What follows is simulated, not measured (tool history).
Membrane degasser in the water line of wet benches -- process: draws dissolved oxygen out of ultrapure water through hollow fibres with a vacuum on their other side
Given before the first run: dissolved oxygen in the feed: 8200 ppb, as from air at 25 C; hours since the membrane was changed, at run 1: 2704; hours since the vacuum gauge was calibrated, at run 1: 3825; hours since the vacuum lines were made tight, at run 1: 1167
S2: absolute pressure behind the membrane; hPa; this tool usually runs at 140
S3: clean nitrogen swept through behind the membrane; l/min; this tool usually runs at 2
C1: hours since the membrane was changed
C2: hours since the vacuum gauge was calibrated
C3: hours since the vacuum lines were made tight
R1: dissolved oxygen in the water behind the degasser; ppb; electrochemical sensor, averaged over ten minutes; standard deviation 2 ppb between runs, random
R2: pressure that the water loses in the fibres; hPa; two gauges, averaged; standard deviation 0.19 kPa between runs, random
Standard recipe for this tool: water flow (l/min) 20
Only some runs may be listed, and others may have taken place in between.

run 1 day=0 | water_flow_(l/min)=20 S2=140 S3=2 | C1=2704 C2=3825 C3=1167 | R1=291 R2=421
run 2 day=9.038 | water_flow_(l/min)=20 S2=154 S3=2 | C1=2920 C2=4042 C3=1384 | R1=326.3 R2=418.6
run 3 day=16.617 | water_flow_(l/min)=20 S2=154 S3=2 | C1=3102 C2=4224 C3=1566 | R1=324.9 R2=418.4
run 4 day=20.442 | water_flow_(l/min)=20 S2=154 S3=2 | C1=3194 C2=4316 C3=1657 | R1=331.8 R2=423.4
run 5 day=24.729 | water_flow_(l/min)=20 S2=154 S3=0.98 | C1=3297 C2=4419 C3=1760 | R1=574.8 R2=420.7
run 6 day=33.342 | water_flow_(l/min)=20 S2=115 S3=2 | C1=3504 C2=4625 C3=1967 | R1=238.2 R2=420.3
run 7 day=39.725 | water_flow_(l/min)=20 S2=115 S3=2 | C1=3657 C2=4779 C3=2120 | R1=241.6 R2=416.2
run 8 day=44.983 | water_flow_(l/min)=20 S2=140 S3=5.05 | C1=3783 C2=4905 C3=2246 | R1=147.4 R2=423.1
run 9 day=52.771 | water_flow_(l/min)=20 S2=140 S3=5.05 | C1=3970 C2=5092 C3=2433 | R1=149 R2=422.5
run 10 day=60.792 | water_flow_(l/min)=20 S2=140 S3=5.05 | C1=4163 C2=5284 C3=2626 | R1=149.9 R2=423.7
run 11 day=68.312 | water_flow_(l/min)=20 S2=326 S3=2 | C1=4343 C2=5465 C3=2806 | R1=686.5 R2=420.3
-- day=69.25 vacuum gauge calibrated
run 12 day=75.788 | water_flow_(l/min)=20 S2=140 S3=2 | C1=4522 C2=157 C3=2985 | R1=297.4 R2=423.7
run 13 day=83.5 | water_flow_(l/min)=20 S2=140 S3=2 | C1=4707 C2=342 C3=3170 | R1=301.9 R2=423.9
run 14 day=91.188 | water_flow_(l/min)=20 S2=140 S3=4.66 | C1=4892 C2=527 C3=3355 | R1=161.7 R2=427.2
run 15 day=99.742 | water_flow_(l/min)=20 S2=140 S3=1.22 | C1=5097 C2=732 C3=3560 | R1=443.7 R2=423
run 16 day=104.3 | water_flow_(l/min)=20 S2=140 S3=1.22 | C1=5206 C2=841 C3=3669 | R1=446.7 R2=422.5
run 17 day=110.042 | water_flow_(l/min)=20 S2=307 S3=2 | C1=5344 C2=979 C3=3807 | R1=656.4 R2=425
run 18 day=118.65 | water_flow_(l/min)=23 S2=307 S3=0.84 | C1=5551 C2=1186 C3=4014 | R1=1446.4 R2=490.5
-- day=119.15 vacuum gauge calibrated, once more
run 19 day=122.5 | water_flow_(l/min)=16 S2=90 S3=1.26 | C1=5643 C2=80 C3=4106 | R1=189.7 R2=340.9
run 20 day=128.588 | water_flow_(l/min)=16 S2=90 S3=1.52 | C1=5789 C2=227 C3=4252 | R1=164.5 R2=342.6
run 21 day=137.408 | water_flow_(l/min)=25 S2=85 S3=2 | C1=6000 C2=438 C3=4464 | R1=251.3 R2=533
run 22 day=143.808 | water_flow_(l/min)=25 S2=85 S3=2 | C1=6154 C2=592 C3=4617 | R1=252.4 R2=533

The next listed run, before its measurement:
run 23 day=151.329 | water_flow_(l/min)=17 S2=102 S3=1.5 | C1=6334 C2=772 C3=4798 | R1=? R2=?

R1: 212.6 ppb
R2: 366.8 hPa
Take away the tool's hidden state, keep the run-to-run variation as it was, and the same run would have given R1 201.7 ppb, R2 349.4 hPa.
